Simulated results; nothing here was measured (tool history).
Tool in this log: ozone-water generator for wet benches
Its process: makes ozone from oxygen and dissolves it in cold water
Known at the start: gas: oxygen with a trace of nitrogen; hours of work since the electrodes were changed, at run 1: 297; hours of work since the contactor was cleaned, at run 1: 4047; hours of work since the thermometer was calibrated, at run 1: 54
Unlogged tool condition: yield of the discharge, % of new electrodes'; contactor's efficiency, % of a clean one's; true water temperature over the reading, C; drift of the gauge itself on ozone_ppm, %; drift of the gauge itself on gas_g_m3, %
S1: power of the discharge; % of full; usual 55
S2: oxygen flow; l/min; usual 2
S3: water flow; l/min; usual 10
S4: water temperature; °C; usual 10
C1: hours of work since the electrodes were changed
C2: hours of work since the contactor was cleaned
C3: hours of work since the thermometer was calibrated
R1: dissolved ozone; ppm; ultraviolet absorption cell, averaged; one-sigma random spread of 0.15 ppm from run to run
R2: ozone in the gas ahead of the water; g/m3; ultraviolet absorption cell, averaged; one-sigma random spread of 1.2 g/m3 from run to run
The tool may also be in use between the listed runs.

run	hour	S1	S2	S3	S4	C1	C2	C3	R1	R2
1	0	55	2	10	10	297	4047	54	19.1	208.6
2	135	55	2	10	10	423	4172	179	19.3	208
3	257.5	55	2	10	10	536	4286	293	18.7	210.4
4	346.8	55	1.24	10	10	619	4369	376	15.6	242.7
5	422.9	55	2	10	10	690	4439	447	18.7	206.5
# hour 438.3: contactor cleaned
6	505.1	69	2	10	10	763	62	519	22.5	250.7
7	659.1	55	1.91	10	10	906	205	662	18.4	212.7
8	817.1	55	2	15	10	1052	352	809	12	206.7
9	902.7	55	1.96	10	16	1132	431	888	17.2	207.2
# hour 951: contactor cleaned, once more
10	1004	55	2	12	18	1222	49	979	14.6	207.6

Below are 3 alternative next runs, each starting from the tool's condition after run 10. Predict each:
A	1129	55	1.66	15	10	1338	165	1095	?	?
B	1129	71	1.24	12	18	1338	165	1095	?	?
C	1129	81	2	14	7	1338	165	1095	?	?

run	R1	R2
A	11.3	217.1
B	15	295.7
C	18.6	278.9
With the hidden condition removed and each run's random variation left untouched, the same runs would have given:
run	R1	R2
A	11.6	221.4
B	15.4	303.2
C	19.2	286.8
